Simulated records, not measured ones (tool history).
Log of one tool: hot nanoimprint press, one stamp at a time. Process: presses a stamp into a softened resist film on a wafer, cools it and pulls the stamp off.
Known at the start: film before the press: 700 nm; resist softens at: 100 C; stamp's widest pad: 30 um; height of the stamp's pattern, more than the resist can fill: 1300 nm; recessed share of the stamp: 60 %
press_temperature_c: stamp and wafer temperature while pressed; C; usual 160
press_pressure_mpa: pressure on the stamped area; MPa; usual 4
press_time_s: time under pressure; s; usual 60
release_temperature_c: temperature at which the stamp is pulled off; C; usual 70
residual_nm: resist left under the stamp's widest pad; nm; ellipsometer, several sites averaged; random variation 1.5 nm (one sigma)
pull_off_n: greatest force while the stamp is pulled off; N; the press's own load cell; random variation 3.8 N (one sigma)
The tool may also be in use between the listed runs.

run   hour  press_temperature_c  press_pressure_mpa  press_time_s  release_temperature_c  residual_nm  pull_off_n
  1      0                  160                   4            60                     70        343.2         182
  2   18.9                  160                   4            60                     70        342.6         186
  3     48                  160                   4            60                     62        342.2         223
  4   67.8                  160                   4            60                     62        341.7         224
  5   95.8                  160                   4            60                     62        342.1         221
  6    116                  160                2.58            60                     70        417.9         186
  7  138.7                  160                2.58            60                     70        417.3         183
  8  170.2                  160                2.58            42                     70        460.8         177
  9  209.1                  160                   4            57                     70        345.3         177
 10  239.7                  160                   4            36                     70        400.6         186
 11  275.7                  165                   4            36                     70        342.6         185
 12  305.7                  160                   4            60                     70        337.9         186
 13  342.4                  160                   4            60                     70        340.8         183
 14    384                  160                   4           119                     70        264.6         178
 15  419.6                  160                   4           119                     70        264.4         178
 16  456.9                  160                4.31            32                     70        399.9         179
 17  486.2                  160                4.31            32                     70          396         190
 18  506.4                  155                 3.6            48                     64          447         214
 19    542                  155                 3.6            48                     73        445.5         169
 20    564                  155                2.85            48                     72        483.3         174
 21  597.7                  160                   4            60                     68        334.8         194
 22  623.5                  160                   4            60                     68        334.6         190
 23  661.3                  160                   4            60                     68        335.3         197
 24  706.6                  160                   4            60                     68        334.4         197
 25  747.2                  149                   4            60                     60        493.9         232
 26    782                  149                   4            60                     60        495.7         226
 27  819.5                  152                4.25            92                     71        386.3         176
 28  837.1                  159                   4            60                     70        354.9         183
 29  859.2                  159                   4            60                     70        352.9         183
 30  890.5                  160                3.65            60                     70        358.1         184

Not shown: 4 entries that the log had between the listed runs. Between which runs, and how does the tool's hidden state differ before and after?
Between runs 14 and 15: plate thermocouple calibrated (hour 393.2); press's hydraulic seals changed and the load cell set to zero (hour 413.1)
  true temperature over the reading, C: 0.03 -> 0; pressure that arrives at the usual setting, %: 99.92 -> 100.01; grip of the stamp's worn release coat, % over a new coat's: 0.8 -> 0.9; drift of the gauge itself on residual_nm, %: -1.42 -> -1.52
  measured less the result without the state, residual_nm: -4 -> -4.1 nm
Between runs 23 and 24: stamp cleaned and given a new release coat (hour 676.3)
  grip of the stamp's worn release coat, % over a new coat's: 1.4 -> 0.1; drift of the gauge itself on residual_nm, %: -2.41 -> -2.56
  measured less the result without the state, residual_nm: -8.4 -> -8.9 nm
Between runs 24 and 25: gauge calibrated (hour 733.2)
  pressure that arrives at the usual setting, %: 100 -> 99.99; drift of the gauge itself on residual_nm, %: -2.56 -> -0.05
  measured less the result without the state, residual_nm: -8.9 -> -0.4 nm

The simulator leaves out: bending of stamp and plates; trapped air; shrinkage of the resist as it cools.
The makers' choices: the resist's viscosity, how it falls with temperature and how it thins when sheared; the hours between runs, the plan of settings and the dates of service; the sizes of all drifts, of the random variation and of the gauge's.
